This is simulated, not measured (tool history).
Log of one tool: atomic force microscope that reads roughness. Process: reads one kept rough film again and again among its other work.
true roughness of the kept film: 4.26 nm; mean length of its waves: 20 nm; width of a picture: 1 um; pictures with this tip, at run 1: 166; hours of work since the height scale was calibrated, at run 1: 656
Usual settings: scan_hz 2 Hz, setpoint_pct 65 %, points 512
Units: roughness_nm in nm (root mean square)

run,hour,scan_hz,setpoint_pct,points,pictures with this tip,hours of work since the height scale was calibrated,roughness_nm
1,0,2,65,512,166,656,2.261
2,44.8,2,65,512,202,677,2.144
3,72.6,2,57,512,224,690,2.155
# hour 99: new tip fitted
4,121.1,2,57,617,18,713,3.03
5,158.4,2,57,617,48,730,2.88
6,199.6,2.72,65,512,81,749,2.569
7,244.2,2.72,65,512,117,770,2.43
8,286.1,2.72,65,512,151,790,2.301
9,311.7,2,65,512,172,802,2.267
10,342.3,2,65,512,196,817,2.193
11,368.6,2,65,940,218,829,2.131
# hour 400.6: new tip fitted
12,403.8,2,65,940,3,845,3.065
13,444.4,2,67,531,35,864,2.858
14,469,0.59,78,317,55,876,2.808
15,488.5,0.59,78,317,71,885,2.722
16,529.3,0.59,78,317,104,904,2.558
17,558.4,1.37,80,996,127,918,2.376
18,586.5,1.37,80,996,150,931,2.299
19,631.6,2.21,80,682,186,952,2.046
20,673.4,2.21,80,682,220,972,1.941
21,694.8,1.42,79,274,237,982,1.955
# hour 702.2: new tip fitted
22,715.9,1.42,79,274,11,992,2.852

3 ways to go on from here, each from the tool as it stands after run 22. What would each give?
A,764.5,2.73,71,276,50,1014,?
B,764.5,1.42,57,274,50,1014,?
C,764.5,2,65,830,50,1014,?

run,roughness_nm
A,2.568
B,2.811
C,2.787
Without the tool's hidden state the same runs would have given:
run,roughness_nm
A,2.824
B,3.092
C,3.066
